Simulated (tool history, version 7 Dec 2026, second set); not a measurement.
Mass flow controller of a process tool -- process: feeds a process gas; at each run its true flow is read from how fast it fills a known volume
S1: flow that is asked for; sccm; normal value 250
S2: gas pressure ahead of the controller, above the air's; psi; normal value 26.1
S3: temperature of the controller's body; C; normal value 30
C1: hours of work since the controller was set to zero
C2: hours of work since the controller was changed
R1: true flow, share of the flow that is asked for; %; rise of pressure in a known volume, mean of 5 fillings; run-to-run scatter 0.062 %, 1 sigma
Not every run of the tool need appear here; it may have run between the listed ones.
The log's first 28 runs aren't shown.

run	hour	S1	S2	S3	C1	C2	R1
29	2480.0	250	26.1	28	301	2706	100.35
# hour 2514.4: controller's zero set anew, once more
30	2598.7	250	39.2	37	49	2775	99.16
31	2703.2	87	23.2	24	110	2836	99.86
32	2757.3	87	23.2	24	142	2868	99.79
33	2822.3	52	23.2	34	180	2906	99.77
34	2883.9	250	21.8	30	216	2942	99.73
35	2957.3	250	21.8	30	259	2985	99.79
36	3039.1	250	21.8	21	307	3033	100.11
37	3138.7	54	26.1	33	365	3091	99.77
38	3218.6	54	26.1	33	412	3138	99.86
39	3307.9	250	22.0	30	464	3190	99.76
40	3394.2	71	25.2	33	515	3241	99.83
41	3450.5	66	39.6	25	548	3274	99.82
42	3518.9	469	30.0	40	588	3314	99.44

Forecast run 43:
43	3609.4	209	20.9	40	640	3367	?

Run 43 measured R1 99.55 %.
With the hidden condition absent and the run-to-run variation left alone, this run would have shown R1 99.57 %.

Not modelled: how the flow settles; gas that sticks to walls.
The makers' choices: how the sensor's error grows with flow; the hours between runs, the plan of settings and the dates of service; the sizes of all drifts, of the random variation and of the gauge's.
